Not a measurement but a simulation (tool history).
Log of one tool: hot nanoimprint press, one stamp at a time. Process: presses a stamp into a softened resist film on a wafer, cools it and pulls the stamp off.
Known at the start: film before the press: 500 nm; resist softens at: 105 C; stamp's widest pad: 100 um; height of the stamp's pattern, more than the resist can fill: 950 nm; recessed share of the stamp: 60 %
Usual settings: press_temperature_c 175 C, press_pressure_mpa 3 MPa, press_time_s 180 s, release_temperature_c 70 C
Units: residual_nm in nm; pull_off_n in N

{"run": 1, "hour": 0.0, "press_temperature_c": 175, "press_pressure_mpa": 3, "press_time_s": 180, "release_temperature_c": 70, "residual_nm": 251.7, "pull_off_n": 157}
{"run": 2, "hour": 15.7, "press_temperature_c": 175, "press_pressure_mpa": 3, "press_time_s": 180, "release_temperature_c": 70, "residual_nm": 251.2, "pull_off_n": 158}
{"run": 3, "hour": 26.0, "press_temperature_c": 175, "press_pressure_mpa": 3, "press_time_s": 180, "release_temperature_c": 59, "residual_nm": 252.7, "pull_off_n": 174}
{"run": 4, "hour": 35.5, "press_temperature_c": 175, "press_pressure_mpa": 3, "press_time_s": 180, "release_temperature_c": 59, "residual_nm": 250.6, "pull_off_n": 170}
{"run": 5, "hour": 48.0, "press_temperature_c": 175, "press_pressure_mpa": 3, "press_time_s": 180, "release_temperature_c": 70, "residual_nm": 249.4, "pull_off_n": 164}
{"run": 6, "hour": 62.7, "press_temperature_c": 175, "press_pressure_mpa": 2.84, "press_time_s": 180, "release_temperature_c": 70, "residual_nm": 257.2, "pull_off_n": 164}
{"run": 7, "hour": 75.5, "press_temperature_c": 175, "press_pressure_mpa": 2.84, "press_time_s": 180, "release_temperature_c": 70, "residual_nm": 255.6, "pull_off_n": 163}
{"run": 8, "hour": 93.3, "press_temperature_c": 165, "press_pressure_mpa": 3, "press_time_s": 180, "release_temperature_c": 70, "residual_nm": 354.7, "pull_off_n": 163}
{"run": 9, "hour": 101.3, "press_temperature_c": 165, "press_pressure_mpa": 3, "press_time_s": 180, "release_temperature_c": 70, "residual_nm": 353.7, "pull_off_n": 164}
{"run": 10, "hour": 117.3, "press_temperature_c": 165, "press_pressure_mpa": 3, "press_time_s": 180, "release_temperature_c": 70, "residual_nm": 354.2, "pull_off_n": 165}
{"run": 11, "hour": 127.2, "press_temperature_c": 165, "press_pressure_mpa": 3, "press_time_s": 180, "release_temperature_c": 70, "residual_nm": 352.7, "pull_off_n": 169}
{"run": 12, "hour": 139.1, "press_temperature_c": 165, "press_pressure_mpa": 3, "press_time_s": 180, "release_temperature_c": 70, "residual_nm": 353, "pull_off_n": 167}
{"run": 13, "hour": 155.1, "press_temperature_c": 175, "press_pressure_mpa": 3, "press_time_s": 188, "release_temperature_c": 70, "residual_nm": 244.4, "pull_off_n": 173}
{"hour": 159.2, "done": "plate thermocouple calibrated"}
{"run": 14, "hour": 173.1, "press_temperature_c": 175, "press_pressure_mpa": 3, "press_time_s": 188, "release_temperature_c": 70, "residual_nm": 242.7, "pull_off_n": 172}
{"run": 15, "hour": 184.8, "press_temperature_c": 175, "press_pressure_mpa": 3, "press_time_s": 112, "release_temperature_c": 70, "residual_nm": 289.4, "pull_off_n": 173}
{"run": 16, "hour": 197.9, "press_temperature_c": 172, "press_pressure_mpa": 2.06, "press_time_s": 213, "release_temperature_c": 70, "residual_nm": 304.2, "pull_off_n": 176}
{"hour": 208.7, "done": "stamp cleaned and given a new release coat"}
{"run": 17, "hour": 213.1, "press_temperature_c": 172, "press_pressure_mpa": 2.06, "press_time_s": 213, "release_temperature_c": 70, "residual_nm": 302.1, "pull_off_n": 151}
{"run": 18, "hour": 225.3, "press_temperature_c": 172, "press_pressure_mpa": 2.06, "press_time_s": 213, "release_temperature_c": 70, "residual_nm": 302.2, "pull_off_n": 156}
{"hour": 233.1, "done": "plate thermocouple calibrated, once more"}
{"run": 19, "hour": 238.2, "press_temperature_c": 172, "press_pressure_mpa": 2.06, "press_time_s": 213, "release_temperature_c": 70, "residual_nm": 307.7, "pull_off_n": 156}
{"run": 20, "hour": 247.5, "press_temperature_c": 172, "press_pressure_mpa": 2.06, "press_time_s": 137, "release_temperature_c": 69, "residual_nm": 347.7, "pull_off_n": 163}
{"run": 21, "hour": 255.5, "press_temperature_c": 174, "press_pressure_mpa": 2.06, "press_time_s": 254, "release_temperature_c": 69, "residual_nm": 273.6, "pull_off_n": 159}
{"run": 22, "hour": 272.8, "press_temperature_c": 166, "press_pressure_mpa": 4.31, "press_time_s": 120, "release_temperature_c": 67, "residual_nm": 341, "pull_off_n": 164}
{"run": 23, "hour": 282.0, "press_temperature_c": 171, "press_pressure_mpa": 2.19, "press_time_s": 120, "release_temperature_c": 69, "residual_nm": 362.4, "pull_off_n": 163}
{"run": 24, "hour": 300.0, "press_temperature_c": 167, "press_pressure_mpa": 3.25, "press_time_s": 321, "release_temperature_c": 68, "residual_nm": 274.2, "pull_off_n": 165}
{"run": 25, "hour": 309.3, "press_temperature_c": 167, "press_pressure_mpa": 3.25, "press_time_s": 321, "release_temperature_c": 68, "residual_nm": 273.4, "pull_off_n": 167}
{"run": 26, "hour": 321.1, "press_temperature_c": 175, "press_pressure_mpa": 3, "press_time_s": 180, "release_temperature_c": 70, "residual_nm": 253, "pull_off_n": 164}
{"run": 27, "hour": 328.7, "press_temperature_c": 171, "press_pressure_mpa": 3, "press_time_s": 180, "release_temperature_c": 70, "residual_nm": 290.8, "pull_off_n": 165}
{"run": 28, "hour": 337.2, "press_temperature_c": 180, "press_pressure_mpa": 3, "press_time_s": 184, "release_temperature_c": 59, "residual_nm": 205.2, "pull_off_n": 182}
{"run": 29, "hour": 345.7, "press_temperature_c": 180, "press_pressure_mpa": 3, "press_time_s": 121, "release_temperature_c": 60, "residual_nm": 240, "pull_off_n": 180}
{"run": 30, "hour": 356.9, "press_temperature_c": 180, "press_pressure_mpa": 3, "press_time_s": 121, "release_temperature_c": 60, "residual_nm": 240.5, "pull_off_n": 180}

Hidden state or all else? Some run-to-run changes of residual_nm, split into what the settings, what came in and random variation would give without the hidden state, and what is left for the hidden state (with any gauge scatter that isn't in both results):
The hidden state here: true temperature over the reading, C; pressure that arrives at the usual setting, %; grip of the stamp's worn release coat, % over a new coat's; drift of the gauge itself on residual_nm, %; drift of the gauge itself on pull_off_n, %.
Run 7 -> 8: press_temperature_c 175 -> 165, press_pressure_mpa 2.84 -> 3. residual_nm +99.1 nm: hidden state -0.6, all else +99.7.
Run 12 -> 13: press_temperature_c 165 -> 175, press_time_s 180 -> 188. residual_nm -108.6 nm: hidden state +0.4, all else -109.
Run 18 -> 19: plate thermocouple calibrated, once more. residual_nm +5.5 nm: hidden state +6.3, all else -0.8.
Run 21 -> 22: press_temperature_c 174 -> 166, press_pressure_mpa 2.06 -> 4.31, press_time_s 254 -> 120, release_temperature_c 69 -> 67. residual_nm +67.4 nm: hidden state +2.5, all else +64.9.
Run 22 -> 23: press_temperature_c 166 -> 171, press_pressure_mpa 4.31 -> 2.19, release_temperature_c 67 -> 69. residual_nm +21.4 nm: hidden state -2.9, all else +24.3.
Run 23 -> 24: press_temperature_c 171 -> 167, press_pressure_mpa 2.19 -> 3.25, press_time_s 120 -> 321, release_temperature_c 69 -> 68. residual_nm -88.2 nm: hidden state +1.1, all else -89.3.
